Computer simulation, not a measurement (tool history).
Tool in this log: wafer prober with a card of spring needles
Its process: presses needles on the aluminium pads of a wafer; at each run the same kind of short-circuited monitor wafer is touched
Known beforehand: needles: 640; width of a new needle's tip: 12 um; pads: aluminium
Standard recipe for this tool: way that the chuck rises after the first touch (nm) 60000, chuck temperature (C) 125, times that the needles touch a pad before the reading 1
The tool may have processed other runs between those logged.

run     day  way that the chuck rises after the first touch (nm)  chuck temperature (C)  times that the needles touch a pad before the reading  resistance of one needle with its contact and lead (mohm)  way that a needle slides on the pad (nm)
  1       0                                                60000                    125                                                      1                                                        256                                     16040
  2     0.4                                                60000                    125                                                      1                                                        253                                     15930
  3   0.804                                                60000                    125                                                      1                                                        255                                     16000
  4   1.558                                                60000                    125                                                      1                                                        255                                     15910
  5   2.183                                                60000                    125                                                      1                                                        256                                     15910
  6   2.642                                                60000                    125                                                      2                                                        255                                     15950
  7   3.283                                                60000                    125                                                      1                                                        256                                     15960
  8   3.683                                                60000                    125                                                      1                                                        249                                     15850
  9   4.212                                                60000                     27                                                      1                                                        230                                     15750
 10   4.717                                                60000                     27                                                      1                                                        230                                     15850
 11   5.146                                                60000                    125                                                      1                                                        259                                     15890
 12   5.821                                                60000                     34                                                      1                                                        232                                     15850
 13   6.417                                                45000                    125                                                      1                                                        260                                     11870
 14   7.121                                                65000                    125                                                      1                                                        250                                     17010
 15   7.483                                                65000                    125                                                      1                                                        252                                     17040
 16   7.862                                                65000                    125                                                      1                                                        255                                     16950
 17   8.375                                                73000                     63                                                      2                                                        239                                     18950
 18   8.821                                                73000                     63                                                      2                                                        239                                     19540
 19   9.262                                                73000                     63                                                      2                                                        233                                     19440
 20   9.679                                                56000                     78                                                      2                                                        243                                     14890
 21  10.421                                                47000                     28                                                      2                                                        234                                     12480
 22  11.067                                                47000                     28                                                      2                                                        233                                     12470
 23  11.388                                                50000                     35                                                      1                                                        235                                     13240
 24  11.908                                                50000                     35                                                      1                                                        237                                     13170
 25  12.246                                                60000                     60                                                      1                                                        241                                     15970
 26  12.717                                                60000                     55                                                      2                                                        237                                     15790
 27  13.075                                                60000                     55                                                      2                                                        238                                     15860
 28  13.792                                                42000                    125                                                      1                                                        260                                     11120
 29  14.371                                                73000                    125                                                      1                                                        254                                     19320
 30  15.004                                                55000                     35                                                      2                                                        232                                     14430
 31  15.583                                                55000                     35                                                      2                                                        235                                     14500

Missing from the log above: 55 entries noted between runs. For each, name the pair of listed runs it sits between and say how the tool's hidden condition differs from the listed run just before to the listed run just after:
Run 1 -> run 2: tips cleaned on abrasive film (day 0.071); tips cleaned on abrasive film (day 0.354)
  debris on the tips, nm: 1.9 -> 0.6; way that the needles fall short of the set height, um: 0.03 -> 0.04; drift of the gauge itself on scrub_um, %: 0 -> -0.09
  measured result minus the result with no hidden state, way that a needle slides on the pad (nm): -10 -> -30
Run 2 -> run 3: tips cleaned on abrasive film (day 0.679)
  debris on the tips, nm: 0.6 -> 1.2; drift of the gauge itself on scrub_um, %: -0.09 -> -0.19
  measured result minus the result with no hidden state, way that a needle slides on the pad (nm): -30 -> -40
Run 3 -> run 4: tips cleaned on abrasive film (day 0.992); tips cleaned on abrasive film (day 1.279); tips cleaned on abrasive film (day 1.558)
  debris on the tips, nm: 1.2 -> 0.2; drift of the gauge itself on scrub_um, %: -0.19 -> -0.37
  measured result minus the result with no hidden state, way that a needle slides on the pad (nm): -40 -> -70
Run 4 -> run 5: height of the first contact set anew (day 1.604); tips cleaned on abrasive film (day 1.879); tips cleaned on abrasive film (day 2.162)
  debris on the tips, nm: 0.2 -> 0.3; way that the needles fall short of the set height, um: 0.04 -> 0; tips' diameter, um: 12.01 -> 12.02; drift of the gauge itself on scrub_um, %: -0.37 -> -0.51
  measured result minus the result with no hidden state, way that a needle slides on the pad (nm): -70 -> -80
Run 5 -> run 6: tips cleaned on abrasive film (day 2.496)
  debris on the tips, nm: 0.3 -> 1.3; drift of the gauge itself on scrub_um, %: -0.51 -> -0.62
  measured result minus the result with no hidden state, way that a needle slides on the pad (nm): -80 -> -100
Run 6 -> run 7: tips cleaned on abrasive film (day 2.771); tips cleaned on abrasive film (day 3.083)
  debris on the tips, nm: 1.3 -> 1.6; way that the needles fall short of the set height, um: 0 -> 0.01; drift of the gauge itself on scrub_um, %: -0.62 -> -0.77
  measured result minus the result with no hidden state, way that a needle slides on the pad (nm): -100 -> -120
Run 7 -> run 8: tips cleaned on abrasive film (day 3.367); tips cleaned on abrasive film (day 3.683)
  debris on the tips, nm: 1.6 -> 0.2; drift of the gauge itself on scrub_um, %: -0.77 -> -0.86
  measured result minus the result with no hidden state, way that a needle slides on the pad (nm): -120 -> -140
Run 8 -> run 9: tips cleaned on abrasive film (day 3.992)
  debris on the tips, nm: 0.2 -> 1.8; drift of the gauge itself on scrub_um, %: -0.86 -> -0.99
  measured result minus the result with no hidden state, way that a needle slides on the pad (nm): -140 -> -160
Run 9 -> run 10: tips cleaned on abrasive film (day 4.325); tips cleaned on abrasive film (day 4.621)
  debris on the tips, nm: 1.8 -> 0.9; way that the needles fall short of the set height, um: 0.01 -> 0.02; drift of the gauge itself on scrub_um, %: -0.99 -> -1.11
  measured result minus the result with no hidden state, way that a needle slides on the pad (nm): -160 -> -190
Run 10 -> run 11: tips cleaned on abrasive film (day 4.942)
  debris on the tips, nm: 0.9 -> 1.8; drift of the gauge itself on scrub_um, %: -1.11 -> -1.21
  measured result minus the result with no hidden state, way that a needle slides on the pad (nm): -190 -> -200
Run 11 -> run 12: tips cleaned on abrasive film (day 5.275); tips cleaned on abrasive film (day 5.558)
  debris on the tips, nm: 1.8 -> 2; drift of the gauge itself on scrub_um, %: -1.21 -> -1.37
  measured result minus the result with no hidden state, way that a needle slides on the pad (nm): -200 -> -220
Run 12 -> run 13: tips cleaned on abrasive film (day 5.883); tips cleaned on abrasive film (day 6.171)
  debris on the tips, nm: 2 -> 1.9; drift of the gauge itself on scrub_um, %: -1.37 -> -1.51
  measured result minus the result with no hidden state, way that a needle slides on the pad (nm): -220 -> -190
Run 13 -> run 14: tips cleaned on abrasive film (day 6.45); tips cleaned on abrasive film (day 6.783); tips cleaned on abrasive film (day 7.071)
  debris on the tips, nm: 1.9 -> 0.6; way that the needles fall short of the set height, um: 0.02 -> 0.03; tips' diameter, um: 12.02 -> 12.03; drift of the gauge itself on scrub_um, %: -1.51 -> -1.67
  measured result minus the result with no hidden state, way that a needle slides on the pad (nm): -190 -> -300
Run 14 -> run 15: tips cleaned on abrasive film (day 7.4)
  debris on the tips, nm: 0.6 -> 0.9; drift of the gauge itself on scrub_um, %: -1.67 -> -1.76
  measured result minus the result with no hidden state, way that a needle slides on the pad (nm): -300 -> -310
Run 15 -> run 16: tips cleaned on abrasive film (day 7.683)
  debris on the tips, nm: 0.9 -> 1.5; drift of the gauge itself on scrub_um, %: -1.76 -> -1.85
  measured result minus the result with no hidden state, way that a needle slides on the pad (nm): -310 -> -320
Run 16 -> run 17: tips cleaned on abrasive film (day 7.958); tips cleaned on abrasive film (day 8.246)
  debris on the tips, nm: 1.5 -> 1.3; way that the needles fall short of the set height, um: 0.03 -> 0.04; drift of the gauge itself on scrub_um, %: -1.85 -> -1.97
  measured result minus the result with no hidden state, way that a needle slides on the pad (nm): -320 -> -390
Run 17 -> run 18: tips cleaned on abrasive film (day 8.538); gauge calibrated (day 8.817); tips cleaned on abrasive film (day 8.821)
  debris on the tips, nm: 1.3 -> 0.2; drift of the gauge itself on scrub_um, %: -1.97 -> 0
  measured result minus the result with no hidden state, way that a needle slides on the pad (nm): -390 -> -10
Run 18 -> run 19: tips cleaned on abrasive film (day 9.138)
  debris on the tips, nm: 0.2 -> 1.1; drift of the gauge itself on scrub_um, %: 0 -> -0.1
  measured result minus the result with no hidden state, way that a needle slides on the pad (nm): -10 -> -30
Run 19 -> run 20: tips cleaned on abrasive film (day 9.425); height of the first contact set anew (day 9.679)
  debris on the tips, nm: 1.1 -> 2; way that the needles fall short of the set height, um: 0.04 -> 0; drift of the gauge itself on scrub_um, %: -0.1 -> -0.2
  measured result minus the result with no hidden state, way that a needle slides on the pad (nm): -30 -> -30
Run 20 -> run 21: tips cleaned on abrasive film (day 9.75); tips cleaned on abrasive film (day 10.038); tips cleaned on abrasive film (day 10.358)
  debris on the tips, nm: 2 -> 0.7; drift of the gauge itself on scrub_um, %: -0.2 -> -0.37
  measured result minus the result with no hidden state, way that a needle slides on the pad (nm): -30 -> -50
Run 21 -> run 22: tips cleaned on abrasive film (day 10.633); tips cleaned on abrasive film (day 10.917)
  debris on the tips, nm: 0.7 -> 1.4; way that the needles fall short of the set height, um: 0 -> 0.01; drift of the gauge itself on scrub_um, %: -0.37 -> -0.53
  measured result minus the result with no hidden state, way that a needle slides on the pad (nm): -50 -> -70
Run 22 -> run 23: tips cleaned on abrasive film (day 11.196)
  debris on the tips, nm: 1.4 -> 1.5; drift of the gauge itself on scrub_um, %: -0.53 -> -0.6
  measured result minus the result with no hidden state, way that a needle slides on the pad (nm): -70 -> -90
Run 23 -> run 24: tips cleaned on abrasive film (day 11.471); tips cleaned on abrasive film (day 11.812)
  debris on the tips, nm: 1.5 -> 1; drift of the gauge itself on scrub_um, %: -0.6 -> -0.72
  measured result minus the result with no hidden state, way that a needle slides on the pad (nm): -90 -> -100
Run 24 -> run 25: tips cleaned on abrasive film (day 12.121)
  debris on the tips, nm: 1 -> 1.3; drift of the gauge itself on scrub_um, %: -0.72 -> -0.8
  measured result minus the result with no hidden state, way that a needle slides on the pad (nm): -100 -> -130
Run 25 -> run 26: tips cleaned on abrasive film (day 12.421); tips cleaned on abrasive film (day 12.717)
  debris on the tips, nm: 1.3 -> 0.1; way that the needles fall short of the set height, um: 0.01 -> 0.02; tips' diameter, um: 12.03 -> 12.04; drift of the gauge itself on scrub_um, %: -0.8 -> -0.91
  measured result minus the result with no hidden state, way that a needle slides on the pad (nm): -130 -> -150
Run 26 -> run 27: tips cleaned on abrasive film (day 13.008)
  debris on the tips, nm: 0.1 -> 0.9; drift of the gauge itself on scrub_um, %: -0.91 -> -1
  measured result minus the result with no hidden state, way that a needle slides on the pad (nm): -150 -> -170
Run 27 -> run 28: tips cleaned on abrasive film (day 13.292); tips cleaned on abrasive film (day 13.621)
  debris on the tips, nm: 0.9 -> 1.6; drift of the gauge itself on scrub_um, %: -1 -> -1.17
  measured result minus the result with no hidden state, way that a needle slides on the pad (nm): -170 -> -140
Run 28 -> run 29: tips cleaned on abrasive film (day 13.962); tips cleaned on abrasive film (day 14.25)
  debris on the tips, nm: 1.6 -> 1.2; way that the needles fall short of the set height, um: 0.02 -> 0.03; drift of the gauge itself on scrub_um, %: -1.17 -> -1.3
  measured result minus the result with no hidden state, way that a needle slides on the pad (nm): -140 -> -270
Run 29 -> run 30: tips cleaned on abrasive film (day 14.583); tips cleaned on abrasive film (day 14.912)
  debris on the tips, nm: 1.2 -> 1; drift of the gauge itself on scrub_um, %: -1.3 -> -1.45
  measured result minus the result with no hidden state, way that a needle slides on the pad (nm): -270 -> -220
Run 30 -> run 31: tips cleaned on abrasive film (day 15.225); tips cleaned on abrasive film (day 15.517)
  debris on the tips, nm: 1 -> 0.7; drift of the gauge itself on scrub_um, %: -1.45 -> -1.59
  measured result minus the result with no hidden state, way that a needle slides on the pad (nm): -220 -> -240

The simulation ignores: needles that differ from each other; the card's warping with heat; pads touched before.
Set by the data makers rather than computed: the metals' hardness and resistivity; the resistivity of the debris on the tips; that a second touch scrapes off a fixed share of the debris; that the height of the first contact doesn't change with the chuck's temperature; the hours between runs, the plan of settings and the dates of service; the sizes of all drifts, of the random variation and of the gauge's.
